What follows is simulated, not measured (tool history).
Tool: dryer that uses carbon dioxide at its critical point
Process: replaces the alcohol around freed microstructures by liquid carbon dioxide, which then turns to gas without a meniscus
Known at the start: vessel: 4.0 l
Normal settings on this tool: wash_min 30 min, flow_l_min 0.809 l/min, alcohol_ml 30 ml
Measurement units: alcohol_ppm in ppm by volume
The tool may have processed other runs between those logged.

run	hour	wash_min	flow_l_min	alcohol_ml	alcohol_ppm
1	0	30	0.809	30	82
2	6	30	0.809	30	82
3	15.2	30	0.809	30	84
4	24.1	30	0.809	30	88
5	32.1	30	0.809	30	96
6	42.8	30	0.809	30	92
# hour 50.6: inlet filter changed
7	56.2	30	0.809	30	71
8	63.3	30	0.809	30	60
9	74.4	30	0.809	87	170
10	83.7	30	0.809	87	176
11	95.6	20	1.01	102	421
12	102.8	20	1.01	102	437
13	114.1	32	0.649	43	175
14	121.3	42	0.844	26	30
15	129.3	42	0.844	114	44
16	142.5	34	0.686	48	132

Run by run, hidden condition taken away, random variation retained:
What the log doesn't record here: flow that reaches the vessel past the clogged filter, %; alcohol in the recycled carbon dioxide, ppm; drift of the gauge itself on alcohol_ppm, %.
run	alcohol_ppm
1	48
2	47
3	49
4	52
5	59
6	54
7	50
8	39
9	146
10	151
11	388
12	402
13	148
14	7
15	20
16	104

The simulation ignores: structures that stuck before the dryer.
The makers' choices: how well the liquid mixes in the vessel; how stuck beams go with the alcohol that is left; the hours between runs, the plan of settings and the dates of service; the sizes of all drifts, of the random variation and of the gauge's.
